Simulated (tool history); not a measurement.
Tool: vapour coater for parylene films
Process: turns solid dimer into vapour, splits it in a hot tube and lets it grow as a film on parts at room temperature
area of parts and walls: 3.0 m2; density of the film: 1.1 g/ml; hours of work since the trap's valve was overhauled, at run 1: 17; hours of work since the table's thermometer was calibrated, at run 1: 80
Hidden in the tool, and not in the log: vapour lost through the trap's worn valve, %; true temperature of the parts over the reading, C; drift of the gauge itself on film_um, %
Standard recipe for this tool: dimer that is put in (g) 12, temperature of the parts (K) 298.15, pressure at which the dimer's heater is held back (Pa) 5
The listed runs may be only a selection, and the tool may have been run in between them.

run   hour  dimer that is put in (g)  temperature of the parts (K)  pressure at which the dimer's heater is held back (Pa)  hours of work since the trap's valve was overhauled  hours of work since the table's thermometer was calibrated  thickness of the film (nm)
  1      0                        12                        298.15                                                       5                                                   17                                                          80                        2240
  2   17.3                        12                        298.15                                                       5                                                   25                                                          89                        2240
  3   32.2                        12                        298.15                                                       5                                                   32                                                          96                        2230
  4   61.5                        12                        298.15                                                       5                                                   47                                                         110                        2210
  5   86.1                        12                        298.15                                                       5                                                   58                                                         122                        2210
      89.4  -- table's thermometer calibrated
  6  104.1                        12                        298.15                                                       5                                                   66                                                           7                        2210
  7  133.7                         6                        293.15                                                    3.02                                                   81                                                          21                        1470
  8    151                        10                        293.15                                                    9.19                                                   89                                                          30                        2110
  9    168                        21                        298.15                                                     3.6                                                   97                                                          38                        4000
 10  184.9                        17                        298.15                                                     5.2                                                  105                                                          46                        3080
 11  204.9                         7                        302.15                                                    9.75                                                  115                                                          55                         970

Results per run with the tool's hidden condition removed, run-to-run variation unchanged:
run  thickness of the film (nm)
  1                        2240
  2                        2240
  3                        2230
  4                        2220
  5                        2230
  6                        2230
  7                        1490
  8                        2140
  9                        4070
 10                        3140
 11                         990
